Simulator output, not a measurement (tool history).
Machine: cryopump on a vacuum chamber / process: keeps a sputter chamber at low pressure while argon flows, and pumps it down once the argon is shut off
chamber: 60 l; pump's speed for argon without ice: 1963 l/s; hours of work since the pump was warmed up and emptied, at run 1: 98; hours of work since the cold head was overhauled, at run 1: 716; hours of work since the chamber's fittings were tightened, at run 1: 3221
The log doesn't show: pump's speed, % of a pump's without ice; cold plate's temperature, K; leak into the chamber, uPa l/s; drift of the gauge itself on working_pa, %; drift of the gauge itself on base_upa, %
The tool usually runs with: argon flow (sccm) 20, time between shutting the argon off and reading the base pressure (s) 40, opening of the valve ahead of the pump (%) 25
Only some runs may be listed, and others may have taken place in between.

run   hour  argon flow (sccm)  time between shutting the argon off and reading the base pressure (s)  opening of the valve ahead of the pump (%)  hours of work since the pump was warmed up and emptied  hours of work since the cold head was overhauled  hours of work since the chamber's fittings were tightened  pressure while argon flows (Pa)  pressure after the wait (uPa)
  1      0                 20                                                                     40                                          25                                                      98                                               716                                                       3221                           0.0697                           2.15
  2   28.3                 38                                                                     40                                          25                                                     111                                               729                                                       3234                           0.1322                            2.2
  3   53.3                 38                                                                     40                                          25                                                     123                                               741                                                       3245                           0.1323                           2.14
  4   72.7                 37                                                                     40                                          25                                                     132                                               750                                                       3254                           0.1297                           2.14
  5  102.5                 37                                                                     40                                          25                                                     146                                               764                                                       3268                           0.1282                           2.21
  6  130.5                 37                                                                     40                                          25                                                     159                                               776                                                       3281                           0.1287                            2.2
  7  148.1                 37                                                                     40                                          25                                                     167                                               785                                                       3289                           0.1293                            2.2
     167.3  -- leaking fittings of the chamber tightened, without venting
  8  189.9                 37                                                                     40                                          25                                                     185                                               803                                                         10                           0.1288                           0.81
  9  223.2                 37                                                                     40                                          25                                                     200                                               818                                                         26                           0.1291                           0.84
 10  264.7                 37                                                                     57                                          25                                                     219                                               837                                                         45                           0.1294                            0.6
 11  294.7                 11                                                                     40                                          25                                                     233                                               851                                                         59                           0.0389                           0.85
 12  315.5                 20                                                                     40                                          25                                                     243                                               861                                                         68                             0.07                           0.86
 13  334.8                 20                                                                     40                                          25                                                     252                                               870                                                         77                           0.0702                           0.84
 14    367                 20                                                                     40                                          25                                                     267                                               885                                                         92                           0.0705                           0.85
 15  404.9                 20                                                                     40                                          25                                                     284                                               902                                                        109                           0.0712                           0.82
 16  423.3                 20                                                                     73                                          25                                                     292                                               910                                                        118                           0.0695                           0.51
 17  451.1                 20                                                                     73                                          25                                                     305                                               923                                                        131                           0.0706                           0.59
 18  492.5                 22                                                                     46                                          33                                                     324                                               942                                                        150                           0.0594                           0.75
 19  523.4                 22                                                                     46                                          33                                                     339                                               957                                                        164                           0.0594                           0.78
 20  556.4                 10                                                                     40                                          46                                                     354                                               972                                                        179                            0.019                           0.89
 21  593.8                 17                                                                    129                                          33                                                     371                                               989                                                        197                           0.0463                           0.44
 22  613.4                 17                                                                    129                                          33                                                     380                                               998                                                        206                           0.0457                           0.44
 23  645.5                 12                                                                     84                                          49                                                     395                                              1013                                                        220                           0.0226                           0.56
 24    668                 12                                                                     84                                          49                                                     405                                              1023                                                        231                           0.0225                            0.6
 25  691.7                 16                                                                    103                                          19                                                     416                                              1034                                                        242                            0.074                           0.52
 26    730                 14                                                                     22                                          19                                                     434                                              1052                                                        259                           0.0646                           1.43
 27  757.4                 14                                                                     22                                          19                                                     446                                              1064                                                        272                           0.0645                           1.52
 28  798.7                 14                                                                     22                                          19                                                     465                                              1083                                                        291                           0.0651                           1.45
 29  816.8                 27                                                                     68                                          37                                                     474                                              1092                                                        299                           0.0661                           0.74
 30  833.9                 19                                                                     40                                          49                                                     482                                              1100                                                        307                           0.0352                           0.94
 31  851.7                 27                                                                    229                                          42                                                     490                                              1108                                                        315                           0.0582                           0.43
 32  869.5                 27                                                                    229                                          42                                                     498                                              1116                                                        324                           0.0585                           0.46
 33  902.5                 27                                                                    229                                          42                                                     513                                              1131                                                        339                           0.0592                           0.45

Entry by entry between the runs, the difference in hidden state between the last listed run before and the first listed run after:
Runs 7 to 8: leaking fittings of the chamber tightened, without venting (hour 167.3)
  pump's speed, % of a pump's without ice: 96.2 -> 95.9; cold plate's temperature, K: 12.5 -> 12.51; leak into the chamber, uPa l/s: 2926 -> 338
  measured value less the no-hidden-state value, pressure while argon flows (Pa): +0.0016 -> +0.0017; pressure after the wait (uPa): +1.42 -> +0.03
